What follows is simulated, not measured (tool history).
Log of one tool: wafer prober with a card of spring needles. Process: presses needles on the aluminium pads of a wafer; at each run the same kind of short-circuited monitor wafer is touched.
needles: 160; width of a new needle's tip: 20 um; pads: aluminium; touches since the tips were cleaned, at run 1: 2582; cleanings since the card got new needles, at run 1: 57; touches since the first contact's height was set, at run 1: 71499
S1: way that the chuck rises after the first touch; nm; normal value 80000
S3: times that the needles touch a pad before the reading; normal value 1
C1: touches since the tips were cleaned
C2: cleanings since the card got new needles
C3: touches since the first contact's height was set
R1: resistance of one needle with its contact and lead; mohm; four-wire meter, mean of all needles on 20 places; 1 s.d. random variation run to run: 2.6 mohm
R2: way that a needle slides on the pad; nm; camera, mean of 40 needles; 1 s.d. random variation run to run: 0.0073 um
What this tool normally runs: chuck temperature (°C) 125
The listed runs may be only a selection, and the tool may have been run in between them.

Run 1, day 0: usual settings; C1 2582; C2 57; C3 71499. Result: R1 294 mohm, R2 10760 nm.
At day 0.217: tips cleaned on abrasive film.
Run 2, day 0.65: usual settings; C1 4265; C2 58; C3 77874. Result: R1 295 mohm, R2 10755 nm.
At day 0.692: tips cleaned on abrasive film.
At day 0.829: height of the first contact set anew.
Run 3, day 1.142: usual settings; C1 4333; C2 59; C3 3076. Result: R1 299 mohm, R2 10780 nm.
At day 1.204: tips cleaned on abrasive film.
At day 1.717: tips cleaned on abrasive film.
Run 4, day 1.829: usual settings; C1 1123; C2 61; C3 9764. Result: R1 296 mohm, R2 10780 nm.
At day 2.2: tips cleaned on abrasive film.
Run 5, day 2.358: usual settings; C1 1557; C2 62; C3 14925. Result: R1 296 mohm, R2 10774 nm.
At day 2.712: tips cleaned on abrasive film.
Run 6, day 2.988: usual settings; C1 2737; C2 63; C3 21110. Result: R1 293 mohm, R2 10765 nm.
At day 3.192: tips cleaned on abrasive film.
Run 7, day 3.542: usual settings; C1 3454; C2 64; C3 26509. Result: R1 301 mohm, R2 10777 nm.
At day 3.712: tips cleaned on abrasive film.
Run 8, day 3.942: usual settings; C1 2252; C2 65; C3 30424. Result: R1 298 mohm, R2 10777 nm.
At day 4.217: tips cleaned on abrasive film.
Run 9, day 4.654: usual settings; C1 4309; C2 66; C3 37398. Result: R1 297 mohm, R2 10783 nm.
At day 4.692: tips cleaned on abrasive film.
At day 5.171: tips cleaned on abrasive film.
Run 10, day 5.4: usual settings; C1 2279; C2 68; C3 44689. Result: R1 294 mohm, R2 10769 nm.
At day 5.662: tips cleaned on abrasive film.
Run 11, day 5.938: usual settings; C1 2718; C2 69; C3 49927. Result: R1 298 mohm, R2 10767 nm.
At day 6.192: tips cleaned on abrasive film.
Run 12, day 6.646: usual settings; C1 4473; C2 70; C3 56877. Result: R1 299 mohm, R2 10767 nm.
At day 6.708: tips cleaned on abrasive film.
At day 7.212: tips cleaned on abrasive film.
Run 13, day 7.275: usual settings; C1 632; C2 72; C3 63013. Result: R1 296 mohm, R2 10778 nm.
At day 7.725: tips cleaned on abrasive film.
Run 14, day 7.792: usual settings but chuck temperature (°C) 34; C1 670; C2 73; C3 68050. Result: R1 269 mohm, R2 10768 nm.
At day 8.246: tips cleaned on abrasive film.
Run 15, day 8.458: usual settings but chuck temperature (°C) 34; C1 2082; C2 74; C3 74564. Result: R1 268 mohm, R2 10778 nm.
At day 8.767: tips cleaned on abrasive film.
Run 16, day 8.892: usual settings but chuck temperature (°C) 93; C1 1237; C2 75; C3 78802. Result: R1 284 mohm, R2 10773 nm.
At day 8.954: height of the first contact set anew.
At day 9.304: tips cleaned on abrasive film.
Run 17, day 9.471: usual settings; C1 1623; C2 76; C3 5048. Result: R1 293 mohm, R2 10778 nm.
At day 9.779: tips cleaned on abrasive film.
Run 18, day 9.933: usual settings but S1 98000 nm, chuck temperature (°C) 96; C1 1529; C2 77; C3 9587. Result: R1 281 mohm, R2 13191 nm.
At day 10.262: tips cleaned on abrasive film.
Run 19, day 10.425: usual settings but S1 98000 nm, chuck temperature (°C) 96; C1 1592; C2 78; C3 14365. Result: R1 280 mohm, R2 13183 nm.
At day 10.796: tips cleaned on abrasive film.
Run 20, day 10.967: usual settings but S1 88000 nm, chuck temperature (°C) 26; C1 1679; C2 79; C3 19656. Result: R1 263 mohm, R2 11857 nm.
At day 11.308: tips cleaned on abrasive film.
Run 21, day 11.362: usual settings but S1 88000 nm, chuck temperature (°C) 26; C1 528; C2 80; C3 23517. Result: R1 269 mohm, R2 11856 nm.
Run 22, day 11.717: usual settings but S1 91000 nm, chuck temperature (°C) 72; C1 4018; C2 80; C3 27007. Result: R1 279 mohm, R2 12258 nm.
At day 11.788: tips cleaned on abrasive film.
At day 12.304: tips cleaned on abrasive film.
Run 23, day 12.425: usual settings but S1 89000 nm, chuck temperature (°C) 32; C1 1191; C2 82; C3 33941. Result: R1 268 mohm, R2 11983 nm.
At day 12.821: tips cleaned on abrasive film.
Run 24, day 13.171: usual settings but S1 89000 nm, chuck temperature (°C) 32; C1 3447; C2 83; C3 41223. Result: R1 264 mohm, R2 11990 nm.
At day 13.304: tips cleaned on abrasive film.
At day 13.808: tips cleaned on abrasive film.
Run 25, day 13.979: usual settings but S1 89000 nm, chuck temperature (°C) 32; C1 1651; C2 85; C3 49103. Result: R1 272 mohm, R2 11981 nm.
At day 14.288: tips cleaned on abrasive film.
Run 26, day 14.375: usual settings but S1 63000 nm, chuck temperature (°C) 62; C1 873; C2 86; C3 52973. Result: R1 281 mohm, R2 8476 nm.
At day 14.758: tips cleaned on abrasive film.
Run 27, day 14.758: usual settings but chuck temperature (°C) 97; C1 0; C2 87; C3 56708. Result: R1 285 mohm, R2 10764 nm.
At day 15.267: tips cleaned on abrasive film.
Run 28, day 15.517: usual settings but chuck temperature (°C) 97; C1 2477; C2 88; C3 64171. Result: R1 288 mohm, R2 10758 nm.
At day 15.783: tips cleaned on abrasive film.
Run 29, day 16.242: usual settings but chuck temperature (°C) 97; C1 4511; C2 89; C3 71249. Result: R1 292 mohm, R2 10774 nm.
At day 16.3: tips cleaned on abrasive film.
Run 30, day 16.729: usual settings but chuck temperature (°C) 106; C1 4228; C2 90; C3 76034. Result: R1 290 mohm, R2 10769 nm.
At day 16.796: tips cleaned on abrasive film.
At day 17.067: height of the first contact set anew.
At day 17.3: tips cleaned on abrasive film.
Run 31, day 17.504: usual settings but S1 85000 nm, chuck temperature (°C) 42; C1 2038; C2 92; C3 4266. Result: R1 269 mohm, R2 11447 nm.
At day 17.804: tips cleaned on abrasive film.
At day 18.275: tips cleaned on abrasive film.
Run 32, day 18.275: usual settings but S1 68000 nm, chuck temperature (°C) 83; C1 0; C2 94; C3 11779. Result: R1 289 mohm, R2 9158 nm.
Run 33, day 18.617: usual settings but S1 81000 nm, chuck temperature (°C) 79; C1 3347; C2 94; C3 15126. Result: R1 286 mohm, R2 10921 nm.

3 ways to go on from here, each from the tool as it stands after run 33. What would each give?
At day 18.796: tips cleaned on abrasive film.
At day 19.283: tips cleaned on abrasive film.
Run A, day 19.342: usual settings but S1 90000 nm; C1 551; C2 96; C3 22186. Result: R1 ?, R2 ?.
At day 18.796: tips cleaned on abrasive film.
At day 19.283: tips cleaned on abrasive film.
Run B, day 19.342: usual settings but S1 81000 nm, chuck temperature (°C) 32, S3 2; C1 551; C2 96; C3 22186. Result: R1 ?, R2 ?.
At day 18.796: tips cleaned on abrasive film.
At day 19.283: tips cleaned on abrasive film.
Run C, day 19.342: usual settings but S1 68000 nm; C1 551; C2 96; C3 22186. Result: R1 ?, R2 ?.

run   R1     R2
  A  294  12124
  B  271  10905
  C  301   9172
Stripped of hidden state, with their random variation kept, the same runs would have yielded:
run   R1     R2
  A  293  12125
  B  271  10907
  C  301   9173
